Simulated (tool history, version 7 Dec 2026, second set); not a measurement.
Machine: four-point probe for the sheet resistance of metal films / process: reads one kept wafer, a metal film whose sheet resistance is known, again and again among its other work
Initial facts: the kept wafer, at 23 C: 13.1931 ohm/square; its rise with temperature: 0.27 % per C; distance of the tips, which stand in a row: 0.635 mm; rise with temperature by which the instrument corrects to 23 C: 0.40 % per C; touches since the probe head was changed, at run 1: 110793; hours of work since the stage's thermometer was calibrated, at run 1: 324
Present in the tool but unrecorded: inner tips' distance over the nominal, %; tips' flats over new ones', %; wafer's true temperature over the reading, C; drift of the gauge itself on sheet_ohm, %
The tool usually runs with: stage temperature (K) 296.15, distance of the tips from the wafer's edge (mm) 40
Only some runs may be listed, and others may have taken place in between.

| run | hour | stage temperature (K) | distance of the tips from the wafer's edge (mm) | touches since the probe head was changed | hours of work since the stage's thermometer was calibrated | sheet resistance as the instrument gives it (ohm/square) |
|---|---|---|---|---|---|---|
| 1 | 0.0 | 296.15 | 40 | 110793 | 324 | 13.353709 |
| 2 | 35.0 | 296.15 | 40 | 112144 | 342 | 13.353485 |
| 3 | 72.3 | 296.15 | 40 | 113581 | 361 | 13.356033 |
| 4 | 89.0 | 296.15 | 10 | 114222 | 370 | 13.389814 |
| 5 | 109.4 | 296.15 | 10 | 115011 | 381 | 13.391970 |
| 6 | 126.9 | 296.15 | 10 | 115685 | 390 | 13.392123 |
| 7 | 145.8 | 296.15 | 7 | 116415 | 400 | 13.422881 |
| 8 | 181.0 | 302.15 | 7 | 117771 | 418 | 13.325811 |
| 9 | 207.9 | 294.15 | 40 | 118809 | 432 | 13.398399 |
| 10 | 234.6 | 294.15 | 40 | 119836 | 446 | 13.399531 |
| 11 | 267.5 | 294.15 | 40 | 121102 | 463 | 13.402533 |
| 12 | 298.5 | 298.15 | 40 | 122300 | 479 | 13.336629 |
| 13 | 325.8 | 296.15 | 40 | 123351 | 493 | 13.376273 |
| 14 | 354.7 | 296.15 | 11 | 124466 | 509 | 13.398191 |
| 15 | 384.7 | 296.15 | 7 | 125620 | 524 | 13.427604 |
| 16 | 409.0 | 296.15 | 40 | 126558 | 537 | 13.380312 |
| 17 | 444.2 | 296.15 | 48 | 127913 | 555 | 13.376934 |
| 18 | 471.7 | 296.15 | 48 | 128973 | 570 | 13.379870 |
| 19 | 488.0 | 306.15 | 48 | 129602 | 578 | 13.225626 |
|  | 518.4 | new probe head fitted |
| 20 | 527.9 | 308.15 | 10 | 365 | 598 | 13.057625 |
| 21 | 560.4 | 308.15 | 10 | 1618 | 615 | 13.054615 |

Forecast run 22:
| 22 | 591.4 | 293.15 | 4 | 2815 | 631 | ? |

{"run 22": {"sheet resistance as the instrument gives it (ohm/square)": 13.433477}}
Were there no unlogged condition in the tool, this run, its random variation unchanged, would have produced sheet resistance as the instrument gives it (ohm/square) 13.414581.

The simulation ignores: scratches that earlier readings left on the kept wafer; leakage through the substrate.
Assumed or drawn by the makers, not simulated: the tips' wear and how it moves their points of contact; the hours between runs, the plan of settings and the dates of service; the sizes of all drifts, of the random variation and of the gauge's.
